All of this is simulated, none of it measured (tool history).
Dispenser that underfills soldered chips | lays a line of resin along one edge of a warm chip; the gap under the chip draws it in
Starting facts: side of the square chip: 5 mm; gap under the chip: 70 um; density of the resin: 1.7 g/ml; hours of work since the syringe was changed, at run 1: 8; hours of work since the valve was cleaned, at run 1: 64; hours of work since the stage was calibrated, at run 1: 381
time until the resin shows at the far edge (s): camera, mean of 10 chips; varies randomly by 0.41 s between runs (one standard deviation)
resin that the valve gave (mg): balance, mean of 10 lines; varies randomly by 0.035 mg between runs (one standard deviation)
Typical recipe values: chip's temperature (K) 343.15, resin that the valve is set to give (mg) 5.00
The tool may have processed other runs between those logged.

run	day	chip's temperature (K)	resin that the valve is set to give (mg)	hours of work since the syringe was changed	hours of work since the valve was cleaned	hours of work since the stage was calibrated	time until the resin shows at the far edge (s)	resin that the valve gave (mg)
1	0.000	343.15	5.00	8	64	381	52.2	4.75
# day 0.183: new syringe of resin
2	0.512	343.15	5.00	6	73	391	46.6	4.78
# day 0.808: new syringe of resin
3	1.075	343.15	5.00	5	83	401	43.3	4.74
# day 1.421: new syringe of resin
4	1.667	343.15	5.57	5	94	411	41.1	5.17
# day 2.038: new syringe of resin
5	2.171	343.15	5.57	2	103	420	37.5	5.15
6	2.621	343.15	5.57	11	111	428	64.0	5.15
# day 2.667: new syringe of resin
7	2.971	343.15	5.57	6	117	435	44.9	5.03
# day 3.062: dispensing valve cleaned and set on the balance
# day 3.338: new syringe of resin
8	3.346	343.15	5.57	0	5	440	31.3	5.58
# day 3.967: new syringe of resin
9	3.967	343.15	6.16	0	16	452	31.5	6.11
10	4.300	343.15	6.16	6	22	458	47.5	6.11
# day 4.608: new syringe of resin
11	4.912	342.15	6.16	6	33	469	46.7	5.98
# day 5.246: new syringe of resin
12	5.404	342.15	5.08	3	42	477	39.3	4.89
# day 5.854: new syringe of resin
13	6.012	343.15	4.57	3	53	488	38.6	4.33
# day 6.479: new syringe of resin
14	6.525	343.15	4.57	1	62	497	32.9	4.30
15	6.862	349.15	5.00	7	68	504	41.9	4.76
# day 7.083: new syringe of resin
16	7.129	337.15	6.01	1	73	508	41.3	5.71
17	7.446	337.15	6.01	7	78	514	61.3	5.68
# day 7.696: new syringe of resin
18	8.000	337.15	6.01	6	88	524	55.8	5.65
# day 8.329: new syringe of resin
19	8.558	337.15	6.01	4	98	534	52.2	5.58
20	8.896	337.15	6.01	10	105	540	78.8	5.64
# day 8.938: new syringe of resin
21	9.367	337.15	6.01	8	113	548	67.3	5.52
# day 9.554: new syringe of resin
# day 9.733: dispensing valve cleaned and set on the balance
22	9.754	341.15	4.46	3	0	554	42.9	4.45
23	10.033	341.15	5.21	8	6	560	58.5	5.16

What does the tool deliver on the next run?
# day 10.217: new syringe of resin
24	10.400	346.15	4.21	3	12	566	?	?

Run 24 gave time until the resin shows at the far edge (s) 36.5, resin that the valve gave (mg) 4.12.
The same run, on a tool lacking any hidden state, would have yielded time until the resin shows at the far edge (s) 26.0, resin that the valve gave (mg) 4.15.
